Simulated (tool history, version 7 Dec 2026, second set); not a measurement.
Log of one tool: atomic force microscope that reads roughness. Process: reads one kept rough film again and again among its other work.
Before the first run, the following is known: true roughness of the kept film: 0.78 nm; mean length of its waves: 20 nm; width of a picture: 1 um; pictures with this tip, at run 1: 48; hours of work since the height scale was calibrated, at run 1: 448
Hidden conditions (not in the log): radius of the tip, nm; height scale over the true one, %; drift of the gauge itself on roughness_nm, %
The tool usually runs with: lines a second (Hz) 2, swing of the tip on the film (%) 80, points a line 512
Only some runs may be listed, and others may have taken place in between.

| run | day | lines a second (Hz) | swing of the tip on the film (%) | points a line | pictures with this tip | hours of work since the height scale was calibrated | roughness of the kept film (nm (root mean square)) |
|---|---|---|---|---|---|---|---|
| 1 | 0 | 2 | 80 | 512 | 48 | 448 | 0.621 |
| 2 | 0.396 | 2 | 80 | 512 | 66 | 454 | 0.606 |
| 3 | 0.7 | 2 | 80 | 512 | 79 | 459 | 0.593 |
| 4 | 1.05 | 2 | 80 | 512 | 95 | 464 | 0.582 |
| 5 | 1.367 | 2 | 80 | 519 | 110 | 468 | 0.575 |
| 6 | 1.729 | 2 | 80 | 512 | 126 | 474 | 0.558 |
|  | 1.962 | new tip fitted |
| 7 | 2.496 | 2 | 80 | 512 | 24 | 485 | 0.629 |
| 8 | 2.808 | 2 | 80 | 512 | 39 | 490 | 0.62 |
| 9 | 3.292 | 2 | 80 | 440 | 60 | 497 | 0.607 |
| 10 | 3.775 | 2 | 80 | 440 | 82 | 504 | 0.579 |
| 11 | 4.421 | 0.74 | 80 | 440 | 111 | 514 | 0.61 |
| 12 | 4.783 | 0.74 | 80 | 440 | 128 | 519 | 0.593 |
|  | 4.971 | new tip fitted |
| 13 | 5.112 | 2 | 57 | 512 | 7 | 524 | 0.699 |
| 14 | 5.625 | 2 | 80 | 512 | 30 | 531 | 0.632 |
| 15 | 6.2 | 1.15 | 80 | 491 | 56 | 540 | 0.639 |
| 16 | 6.925 | 1.15 | 80 | 491 | 88 | 551 | 0.604 |
| 17 | 7.475 | 2 | 71 | 682 | 113 | 559 | 0.589 |
| 18 | 7.808 | 2 | 71 | 682 | 128 | 564 | 0.586 |
|  | 7.988 | new tip fitted |
| 19 | 8.133 | 0.72 | 80 | 466 | 7 | 568 | 0.692 |
| 20 | 8.633 | 0.72 | 80 | 466 | 30 | 576 | 0.661 |
| 21 | 9.112 | 0.72 | 80 | 466 | 51 | 583 | 0.65 |
| 22 | 9.7 | 0.72 | 80 | 466 | 78 | 592 | 0.628 |
| 23 | 10.038 | 0.72 | 80 | 466 | 93 | 597 | 0.618 |
| 24 | 10.379 | 2.99 | 80 | 403 | 108 | 602 | 0.53 |
|  | 10.992 | new tip fitted |
| 25 | 10.992 | 2.99 | 80 | 403 | 0 | 611 | 0.618 |
| 26 | 11.496 | 2.99 | 80 | 403 | 23 | 618 | 0.597 |
| 27 | 11.862 | 2.99 | 80 | 403 | 39 | 624 | 0.581 |
| 28 | 12.283 | 3.01 | 55 | 743 | 58 | 630 | 0.65 |

Here are 3 independent what-if runs from the current tool condition. What would each one return?
| A | 12.796 | 2.94 | 55 | 743 | 81 | 637 | ? |
| B | 12.796 | 2 | 69 | 512 | 81 | 637 | ? |
| C | 12.796 | 3.11 | 68 | 512 | 81 | 637 | ? |

| run | roughness of the kept film (nm (root mean square)) |
|---|---|
| A | 0.624 |
| B | 0.616 |
| C | 0.588 |
With no hidden state in the tool, these same runs would have given:
| run | roughness of the kept film (nm (root mean square)) |
|---|---|
| A | 0.706 |
| B | 0.695 |
| C | 0.666 |

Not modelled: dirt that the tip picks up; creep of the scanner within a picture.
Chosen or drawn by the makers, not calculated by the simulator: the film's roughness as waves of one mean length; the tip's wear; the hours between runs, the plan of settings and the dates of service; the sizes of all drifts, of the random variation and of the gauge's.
